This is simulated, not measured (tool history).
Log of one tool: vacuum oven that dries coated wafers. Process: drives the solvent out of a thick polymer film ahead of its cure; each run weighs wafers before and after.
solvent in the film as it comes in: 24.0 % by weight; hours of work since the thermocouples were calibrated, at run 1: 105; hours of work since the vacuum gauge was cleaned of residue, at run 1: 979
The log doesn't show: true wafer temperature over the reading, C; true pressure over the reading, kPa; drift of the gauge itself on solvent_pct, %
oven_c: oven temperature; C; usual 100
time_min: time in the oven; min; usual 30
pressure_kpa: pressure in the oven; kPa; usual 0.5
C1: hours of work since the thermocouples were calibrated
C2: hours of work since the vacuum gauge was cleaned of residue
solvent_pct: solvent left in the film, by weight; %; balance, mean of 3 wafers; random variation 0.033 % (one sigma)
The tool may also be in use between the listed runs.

run 1 hour=0 | oven_c=100 time_min=30 pressure_kpa=0.5 | C1=105 C2=979 | solvent_pct=4.26
run 2 hour=49.8 | oven_c=100 time_min=30 pressure_kpa=0.5 | C1=134 C2=1008 | solvent_pct=4.23
run 3 hour=79.6 | oven_c=100 time_min=30 pressure_kpa=0.5 | C1=152 C2=1026 | solvent_pct=4.17
run 4 hour=151.7 | oven_c=100 time_min=30 pressure_kpa=0.5 | C1=194 C2=1069 | solvent_pct=4.19
run 5 hour=204.2 | oven_c=100 time_min=30 pressure_kpa=0.572 | C1=225 C2=1100 | solvent_pct=4.24
run 6 hour=234.8 | oven_c=100 time_min=30 pressure_kpa=0.502 | C1=243 C2=1118 | solvent_pct=4.18
run 7 hour=305 | oven_c=115 time_min=30 pressure_kpa=0.502 | C1=285 C2=1159 | solvent_pct=0.71
run 8 hour=340.2 | oven_c=115 time_min=30 pressure_kpa=0.502 | C1=306 C2=1180 | solvent_pct=0.73
run 9 hour=399.4 | oven_c=86 time_min=30 pressure_kpa=0.5 | C1=341 C2=1215 | solvent_pct=10.26
run 10 hour=443.2 | oven_c=86 time_min=30 pressure_kpa=0.5 | C1=367 C2=1241 | solvent_pct=10.34
run 11 hour=501.7 | oven_c=91 time_min=30 pressure_kpa=0.5 | C1=401 C2=1275 | solvent_pct=8.01
run 12 hour=571.6 | oven_c=91 time_min=30 pressure_kpa=0.5 | C1=442 C2=1317 | solvent_pct=7.98
run 13 hour=605.3 | oven_c=91 time_min=30 pressure_kpa=0.5 | C1=462 C2=1337 | solvent_pct=7.87
run 14 hour=669.1 | oven_c=100 time_min=49 pressure_kpa=0.5 | C1=500 C2=1374 | solvent_pct=1.8
run 15 hour=705.1 | oven_c=100 time_min=49 pressure_kpa=0.5 | C1=521 C2=1396 | solvent_pct=1.77
run 16 hour=741.9 | oven_c=100 time_min=49 pressure_kpa=0.5 | C1=543 C2=1417 | solvent_pct=1.79
run 17 hour=815.3 | oven_c=100 time_min=49 pressure_kpa=0.5 | C1=587 C2=1461 | solvent_pct=1.8
run 18 hour=854.9 | oven_c=87 time_min=30 pressure_kpa=0.5 | C1=610 C2=1484 | solvent_pct=9.64
run 19 hour=889.7 | oven_c=89 time_min=43 pressure_kpa=1.783 | C1=631 C2=1505 | solvent_pct=7.54
-- hour=937.5 oven's thermocouples calibrated
run 20 hour=963 | oven_c=89 time_min=37 pressure_kpa=0.264 | C1=15 C2=1547 | solvent_pct=7.58
run 21 hour=1017.1 | oven_c=100 time_min=30 pressure_kpa=0.786 | C1=47 C2=1579 | solvent_pct=4.51
run 22 hour=1081.5 | oven_c=100 time_min=36 pressure_kpa=0.786 | C1=85 C2=1617 | solvent_pct=3.52
run 23 hour=1124.3 | oven_c=101 time_min=53 pressure_kpa=1.072 | C1=110 C2=1642 | solvent_pct=2.03
run 24 hour=1177.3 | oven_c=100 time_min=36 pressure_kpa=1.55 | C1=142 C2=1674 | solvent_pct=4.08
run 25 hour=1211.1 | oven_c=104 time_min=37 pressure_kpa=1.11 | C1=162 C2=1694 | solvent_pct=2.44
run 26 hour=1244.6 | oven_c=100 time_min=30 pressure_kpa=0.36 | C1=182 C2=1713 | solvent_pct=4.07
run 27 hour=1279.9 | oven_c=96 time_min=22 pressure_kpa=1.378 | C1=202 C2=1734 | solvent_pct=8.56
run 28 hour=1329.3 | oven_c=113 time_min=30 pressure_kpa=0.5 | C1=232 C2=1764 | solvent_pct=1
run 29 hour=1370.6 | oven_c=91 time_min=30 pressure_kpa=0.5 | C1=256 C2=1788 | solvent_pct=7.94
run 30 hour=1430.3 | oven_c=91 time_min=30 pressure_kpa=0.5 | C1=291 C2=1823 | solvent_pct=7.97
run 31 hour=1484.6 | oven_c=114 time_min=19 pressure_kpa=0.5 | C1=323 C2=1855 | solvent_pct=2.1
run 32 hour=1518.2 | oven_c=103 time_min=33 pressure_kpa=1.262 | C1=343 C2=1875 | solvent_pct=3.16
run 33 hour=1581.8 | oven_c=112 time_min=30 pressure_kpa=0.5 | C1=381 C2=1913 | solvent_pct=1.09
run 34 hour=1617.3 | oven_c=100 time_min=30 pressure_kpa=1.777 | C1=402 C2=1934 | solvent_pct=5.08
run 35 hour=1683 | oven_c=87 time_min=27 pressure_kpa=1.173 | C1=441 C2=1973 | solvent_pct=11.03
run 36 hour=1756.3 | oven_c=87 time_min=27 pressure_kpa=0.366 | C1=484 C2=2016 | solvent_pct=10.31

4 ways to go on from here, each from the tool as it stands after run 36. What would each give?
run A hour=1815.6 | oven_c=87 time_min=27 pressure_kpa=1.944 | C1=519 C2=2051 | solvent_pct=?
run B hour=1815.6 | oven_c=100 time_min=30 pressure_kpa=0.327 | C1=519 C2=2051 | solvent_pct=?
run C hour=1815.6 | oven_c=87 time_min=32 pressure_kpa=0.366 | C1=519 C2=2051 | solvent_pct=?
run D hour=1815.6 | oven_c=113 time_min=32 pressure_kpa=0.278 | C1=519 C2=2051 | solvent_pct=?

run=A solvent_pct=11.66
run=B solvent_pct=3.91
run=C solvent_pct=9.11
run=D solvent_pct=0.73
Without the tool's hidden state the same runs would have given:
run=A solvent_pct=11.82
run=B solvent_pct=4.02
run=C solvent_pct=9.25
run=D solvent_pct=0.58
